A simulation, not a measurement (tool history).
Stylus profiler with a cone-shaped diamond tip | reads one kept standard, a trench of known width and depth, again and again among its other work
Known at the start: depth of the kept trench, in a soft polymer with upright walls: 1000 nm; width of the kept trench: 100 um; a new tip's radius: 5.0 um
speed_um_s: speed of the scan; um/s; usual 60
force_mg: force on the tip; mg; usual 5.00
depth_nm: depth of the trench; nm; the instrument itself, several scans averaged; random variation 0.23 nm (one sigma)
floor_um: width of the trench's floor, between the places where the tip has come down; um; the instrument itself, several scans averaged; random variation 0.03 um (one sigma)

| run | hour | speed_um_s | force_mg | depth_nm | floor_um |
|---|---|---|---|---|---|
| 1 | 0.0 | 60 | 5.00 | 1024.65 | 92.84 |
| 2 | 13.4 | 19 | 5.00 | 1024.54 | 92.92 |
| 3 | 41.4 | 19 | 5.00 | 1024.22 | 92.89 |
| 4 | 73.3 | 19 | 5.00 | 1024.46 | 92.88 |
| 5 | 101.7 | 19 | 5.00 | 1023.99 | 92.80 |
| 6 | 125.8 | 60 | 5.00 | 1024.49 | 92.77 |
| 7 | 149.3 | 60 | 5.00 | 1024.95 | 92.72 |
| 8 | 181.5 | 60 | 5.00 | 1024.25 | 92.63 |
| 9 | 206.3 | 60 | 10.07 | 1039.48 | 92.69 |
| 10 | 232.5 | 60 | 7.14 | 1031.43 | 92.61 |
| 11 | 248.8 | 60 | 7.14 | 1031.23 | 92.58 |
| 12 | 266.4 | 60 | 7.14 | 1031.12 | 92.57 |
| 13 | 285.2 | 60 | 7.14 | 1030.85 | 92.56 |
| 14 | 316.1 | 60 | 7.14 | 1030.81 | 92.50 |
| 15 | 333.5 | 60 | 7.14 | 1030.94 | 92.54 |
| 16 | 363.9 | 60 | 7.14 | 1030.84 | 92.49 |
|  | 366.3 | height scale calibrated on a step standard |
| 17 | 379.8 | 93 | 7.14 | 1030.36 | 92.39 |
| 18 | 408.7 | 93 | 7.14 | 1030.52 | 92.35 |
| 19 | 426.0 | 48 | 7.14 | 1030.50 | 92.43 |
|  | 442.9 | height scale calibrated on a step standard, once more |
| 20 | 453.7 | 60 | 5.00 | 1025.93 | 92.36 |
| 21 | 475.1 | 60 | 5.00 | 1025.64 | 92.36 |
| 22 | 505.4 | 36 | 5.00 | 1026.38 | 92.36 |
| 23 | 524.8 | 16 | 9.22 | 1039.46 | 92.39 |
| 24 | 554.4 | 16 | 9.22 | 1038.93 | 92.33 |
| 25 | 583.5 | 63 | 2.28 | 1015.24 | 92.12 |
| 26 | 599.0 | 63 | 2.28 | 1015.07 | 92.15 |
| 27 | 618.4 | 201 | 3.69 | 1021.20 | 91.82 |
| 28 | 644.3 | 201 | 11.10 | 1043.72 | 92.00 |
| 29 | 675.1 | 24 | 1.91 | 1013.67 | 92.21 |
| 30 | 700.9 | 24 | 1.91 | 1013.05 | 92.11 |
| 31 | 720.1 | 24 | 1.91 | 1013.37 | 92.13 |
| 32 | 737.8 | 24 | 1.91 | 1013.37 | 92.14 |
| 33 | 768.8 | 55 | 5.00 | 1025.56 | 92.04 |
| 34 | 785.5 | 55 | 5.00 | 1025.06 | 92.05 |
| 35 | 800.8 | 60 | 11.36 | 1044.55 | 92.07 |
| 36 | 833.7 | 42 | 3.31 | 1019.65 | 91.96 |
| 37 | 855.3 | 42 | 3.31 | 1019.23 | 91.89 |
| 38 | 869.9 | 39 | 2.17 | 1014.47 | 91.89 |
| 39 | 885.5 | 39 | 2.17 | 1014.25 | 91.89 |
| 40 | 898.7 | 39 | 2.17 | 1014.25 | 91.86 |
| 41 | 926.1 | 39 | 11.18 | 1043.91 | 91.91 |

Some steps in depth_nm between neighbouring runs. How much of each would the tool show without its hidden state too (settings, what came in, random variation), and how much is left for the hidden state, with any gauge scatter that isn't in both results?
The hidden state here: radius of the tip, um; height scale over the true one, %; drift of the gauge itself on depth_nm, %; drift of the gauge itself on floor_um, %.
Run 8 -> 9: force_mg 5.00 -> 10.07. depth_nm +15.23 nm: hidden state -0.07, all else +15.30.
Run 16 -> 17: speed_um_s 60 -> 93, height scale calibrated on a step standard. depth_nm -0.48 nm: hidden state -0.43, all else -0.05.
Run 19 -> 20: speed_um_s 48 -> 60, force_mg 7.14 -> 5.00, height scale calibrated on a step standard, once more. depth_nm -4.57 nm: hidden state +2.52, all else -7.09.
Run 28 -> 29: speed_um_s 201 -> 24, force_mg 11.10 -> 1.91. depth_nm -30.05 nm: hidden state -0.04, all else -30.01.
Run 35 -> 36: speed_um_s 60 -> 42, force_mg 11.36 -> 3.31. depth_nm -24.90 nm: hidden state -0.04, all else -24.86.
Run 40 -> 41: force_mg 2.17 -> 11.18. depth_nm +29.66 nm: hidden state -0.05, all else +29.71.
